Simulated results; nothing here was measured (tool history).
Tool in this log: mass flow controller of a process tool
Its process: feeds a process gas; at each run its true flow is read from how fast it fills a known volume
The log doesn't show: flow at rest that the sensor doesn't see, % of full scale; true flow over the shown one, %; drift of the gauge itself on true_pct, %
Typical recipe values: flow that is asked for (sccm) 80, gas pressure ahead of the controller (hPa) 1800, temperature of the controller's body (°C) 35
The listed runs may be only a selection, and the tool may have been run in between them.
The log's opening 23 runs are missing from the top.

run,hour,flow that is asked for (sccm),gas pressure ahead of the controller (hPa),temperature of the controller's body (°C),hours of work since the controller was set to zero,hours of work since the controller was changed,true flow (%)
24,1749.1,93,1800,34,1288,1288,99.96
25,1822.6,93,2120,34,1324,1324,99.83
26,1907.7,33,2460,21,1367,1367,101.17
27,2003.2,33,2390,21,1414,1414,101.04
28,2049.7,10,1500,35,1437,1437,101.04
29,2097.9,16,1770,35,1461,1461,100.31
30,2149.6,28,1800,39,1486,1486,99.49
31,2206.4,28,1800,39,1514,1514,99.30
32,2275.2,28,1800,21,1548,1548,101.26
33,2329.1,28,1800,35,1575,1575,99.83
34,2419.8,53,1400,35,1620,1620,99.67
35,2473.6,20,1400,31,1646,1646,100.60
36,2574.5,14,1460,31,1696,1696,101.36
37,2630.6,80,1800,26,1724,1724,100.69
38,2737.2,12,1800,31,1777,1777,101.65
39,2807.9,80,2780,35,1811,1811,100.08
40,2907.7,17,2400,23,1861,1861,102.12
41,2961.3,23,1650,35,1887,1887,100.40
42,3023.0,23,1650,35,1918,1918,100.51
43,3120.0,23,1650,35,1966,1966,100.46
44,3183.7,16,1920,26,1997,1997,102.10
45,3267.3,80,2440,22,2039,2039,101.44
46,3312.4,80,1430,29,2061,2061,100.66
47,3409.8,32,1900,22,2109,2109,101.64

4 ways to go on from here, each from the tool as it stands after run 47. What would each give?
A,3460.6,25,1660,22,2134,2134,?
B,3460.6,46,1920,35,2134,2134,?
C,3460.6,29,1460,34,2134,2134,?
D,3460.6,80,1920,35,2134,2134,?

run,true flow (%)
A,101.89
B,100.12
C,100.40
D,100.10
Had the tool no hidden state, the same runs would have come out as:
run,true flow (%)
A,99.49
B,98.39
C,98.20
D,98.69
